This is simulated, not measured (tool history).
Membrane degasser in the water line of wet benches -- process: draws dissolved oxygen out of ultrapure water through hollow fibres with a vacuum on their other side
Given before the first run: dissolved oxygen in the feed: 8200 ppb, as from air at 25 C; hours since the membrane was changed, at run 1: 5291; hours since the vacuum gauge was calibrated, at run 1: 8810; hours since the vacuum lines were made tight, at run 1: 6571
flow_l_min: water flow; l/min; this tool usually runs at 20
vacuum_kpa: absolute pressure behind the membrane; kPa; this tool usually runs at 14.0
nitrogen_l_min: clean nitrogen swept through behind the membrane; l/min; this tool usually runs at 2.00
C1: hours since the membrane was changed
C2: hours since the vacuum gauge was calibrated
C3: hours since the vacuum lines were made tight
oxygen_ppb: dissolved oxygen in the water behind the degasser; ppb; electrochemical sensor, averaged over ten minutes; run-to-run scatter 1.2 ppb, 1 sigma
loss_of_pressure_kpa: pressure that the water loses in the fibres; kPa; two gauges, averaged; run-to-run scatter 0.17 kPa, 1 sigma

Run 1, hour 0.0: usual settings; C1 5291; C2 8810; C3 6571. Result: oxygen_ppb 296.3 ppb, loss_of_pressure_kpa 46.56 kPa.
Run 2, hour 133.8: usual settings; C1 5425; C2 8943; C3 6704. Result: oxygen_ppb 295.7 ppb, loss_of_pressure_kpa 46.83 kPa.
At hour 203.9: vacuum gauge calibrated.
Run 3, hour 293.0: usual settings but nitrogen_l_min 4.62 l/min; C1 5584; C2 89; C3 6863. Result: oxygen_ppb 160.2 ppb, loss_of_pressure_kpa 46.78 kPa.
Run 4, hour 474.7: usual settings but vacuum_kpa 9.5 kPa; C1 5765; C2 271; C3 7045. Result: oxygen_ppb 199.0 ppb, loss_of_pressure_kpa 46.52 kPa.
Run 5, hour 607.9: usual settings but vacuum_kpa 9.5 kPa; C1 5898; C2 404; C3 7178. Result: oxygen_ppb 200.1 ppb, loss_of_pressure_kpa 46.48 kPa.
Run 6, hour 736.6: usual settings; C1 6027; C2 533; C3 7307. Result: oxygen_ppb 301.4 ppb, loss_of_pressure_kpa 46.89 kPa.
At hour 926.6: vacuum gauge calibrated, once more.
Run 7, hour 970.0: usual settings; C1 6260; C2 43; C3 7540. Result: oxygen_ppb 292.8 ppb, loss_of_pressure_kpa 46.59 kPa.
Run 8, hour 1104.1: usual settings; C1 6394; C2 178; C3 7674. Result: oxygen_ppb 291.8 ppb, loss_of_pressure_kpa 46.80 kPa.
Run 9, hour 1327.3: usual settings; C1 6617; C2 401; C3 7897. Result: oxygen_ppb 292.5 ppb, loss_of_pressure_kpa 46.51 kPa.
Run 10, hour 1440.3: usual settings but flow_l_min 19 l/min; C1 6730; C2 514; C3 8010. Result: oxygen_ppb 271.2 ppb, loss_of_pressure_kpa 44.46 kPa.
Run 11, hour 1663.6: usual settings; C1 6954; C2 737; C3 8233. Result: oxygen_ppb 293.7 ppb, loss_of_pressure_kpa 46.76 kPa.
Run 12, hour 1784.8: usual settings; C1 7075; C2 858; C3 8354. Result: oxygen_ppb 292.1 ppb, loss_of_pressure_kpa 47.09 kPa.
Run 13, hour 1901.3: usual settings; C1 7191; C2 975; C3 8471. Result: oxygen_ppb 295.6 ppb, loss_of_pressure_kpa 46.83 kPa.
Run 14, hour 2087.0: usual settings; C1 7377; C2 1160; C3 8656. Result: oxygen_ppb 295.3 ppb, loss_of_pressure_kpa 46.57 kPa.
Run 15, hour 2252.3: usual settings but flow_l_min 12 l/min; C1 7542; C2 1326; C3 8822. Result: oxygen_ppb 160.5 ppb, loss_of_pressure_kpa 28.38 kPa.
Run 16, hour 2371.7: usual settings but flow_l_min 12 l/min, vacuum_kpa 22.6 kPa, nitrogen_l_min 1.47 l/min; C1 7662; C2 1445; C3 8941. Result: oxygen_ppb 371.6 ppb, loss_of_pressure_kpa 28.11 kPa.
Run 17, hour 2520.6: usual settings but flow_l_min 16 l/min, vacuum_kpa 16.0 kPa, nitrogen_l_min 1.47 l/min; C1 7811; C2 1594; C3 9090. Result: oxygen_ppb 336.6 ppb, loss_of_pressure_kpa 37.31 kPa.
Run 18, hour 2749.0: usual settings but flow_l_min 27 l/min, vacuum_kpa 28.1 kPa; C1 8039; C2 1822; C3 9319. Result: oxygen_ppb 846.7 ppb, loss_of_pressure_kpa 63.60 kPa.
Run 19, hour 2853.3: usual settings but flow_l_min 27 l/min, vacuum_kpa 28.1 kPa; C1 8143; C2 1927; C3 9423. Result: oxygen_ppb 849.4 ppb, loss_of_pressure_kpa 63.75 kPa.
Run 20, hour 2962.2: usual settings but flow_l_min 16 l/min, vacuum_kpa 9.6 kPa; C1 8252; C2 2036; C3 9532. Result: oxygen_ppb 139.1 ppb, loss_of_pressure_kpa 37.53 kPa.
Run 21, hour 3072.2: usual settings but flow_l_min 22 l/min, nitrogen_l_min 1.44 l/min; C1 8362; C2 2146; C3 9642. Result: oxygen_ppb 434.1 ppb, loss_of_pressure_kpa 51.68 kPa.
Run 22, hour 3213.5: usual settings but flow_l_min 26 l/min, vacuum_kpa 8.6 kPa, nitrogen_l_min 4.49 l/min; C1 8504; C2 2287; C3 9783. Result: oxygen_ppb 207.5 ppb, loss_of_pressure_kpa 61.34 kPa.
Run 23, hour 3354.6: usual settings but flow_l_min 24 l/min, nitrogen_l_min 1.54 l/min; C1 8645; C2 2428; C3 9924. Result: oxygen_ppb 464.1 ppb, loss_of_pressure_kpa 56.32 kPa.
Run 24, hour 3509.7: usual settings but flow_l_min 21 l/min, vacuum_kpa 19.6 kPa, nitrogen_l_min 2.69 l/min; C1 8800; C2 2583; C3 10079. Result: oxygen_ppb 356.1 ppb, loss_of_pressure_kpa 49.40 kPa.
At hour 3592.4: seals of the vacuum lines changed.
Run 25, hour 3715.4: usual settings but flow_l_min 21 l/min, vacuum_kpa 19.6 kPa, nitrogen_l_min 2.69 l/min; C1 9003; C2 2787; C3 123. Result: oxygen_ppb 352.9 ppb, loss_of_pressure_kpa 49.47 kPa.
Run 26, hour 3900.3: usual settings but flow_l_min 21 l/min, vacuum_kpa 19.6 kPa, nitrogen_l_min 2.69 l/min; C1 9188; C2 2972; C3 308. Result: oxygen_ppb 351.8 ppb, loss_of_pressure_kpa 49.47 kPa.
Run 27, hour 4076.7: usual settings but flow_l_min 13 l/min, vacuum_kpa 10.3 kPa, nitrogen_l_min 1.71 l/min; C1 9365; C2 3148; C3 484. Result: oxygen_ppb 134.1 ppb, loss_of_pressure_kpa 30.47 kPa.
Run 28, hour 4236.2: usual settings but flow_l_min 16 l/min, vacuum_kpa 25.1 kPa, nitrogen_l_min 1.14 l/min; C1 9524; C2 3308; C3 644. Result: oxygen_ppb 675.4 ppb, loss_of_pressure_kpa 37.85 kPa.
Run 29, hour 4406.4: usual settings but flow_l_min 16 l/min, vacuum_kpa 25.1 kPa, nitrogen_l_min 1.14 l/min; C1 9694; C2 3478; C3 814. Result: oxygen_ppb 676.5 ppb, loss_of_pressure_kpa 37.61 kPa.
Run 30, hour 4513.7: usual settings but flow_l_min 18 l/min, vacuum_kpa 13.7 kPa, nitrogen_l_min 5.35 l/min; C1 9802; C2 3585; C3 921. Result: oxygen_ppb 115.3 ppb, loss_of_pressure_kpa 42.38 kPa.

Subtracting, for every run, the result it would have given without the tool's unlogged condition from the measured result gives the following. The same run-to-run variation enters both numbers; the gauge's scatter may not:
Unlogged tool condition in this case: membrane still open, %; true pressure behind the membrane over the reading, kPa; air that leaks in behind the membrane, l/min; drift of the gauge itself on oxygen_ppb, %; drift of the gauge itself on loss_of_pressure_kpa, %.
run  oxygen_ppb  loss_of_pressure_kpa
  1       +10.9                 +0.72
  2       +11.0                 +0.73
  3        +8.0                 +0.76
  4       +13.0                 +0.77
  5       +13.3                 +0.79
  6       +13.7                 +0.81
  7        +5.2                 +0.85
  8        +5.4                 +0.87
  9        +5.7                 +0.89
 10        +5.1                 +0.86
 11        +6.2                 +0.94
 12        +6.4                 +0.95
 13        +6.7                 +0.97
 14        +7.0                 +1.00
 15        +2.9                 +0.61
 16        +5.4                 +0.62
 17        +5.6                 +0.84
 18       +16.1                 +1.47
 19       +16.4                 +1.48
 20        +4.5                 +0.89
 21       +11.3                 +1.24
 22       +14.3                 +1.48
 23       +14.1                 +1.39
 24       +10.3                 +1.24
 25        +8.4                 +1.27
 26        +8.6                 +1.30
 27        +2.9                 +0.82
 28        +6.0                 +1.02
 29        +6.2                 +1.04
 30        +5.4                 +1.19

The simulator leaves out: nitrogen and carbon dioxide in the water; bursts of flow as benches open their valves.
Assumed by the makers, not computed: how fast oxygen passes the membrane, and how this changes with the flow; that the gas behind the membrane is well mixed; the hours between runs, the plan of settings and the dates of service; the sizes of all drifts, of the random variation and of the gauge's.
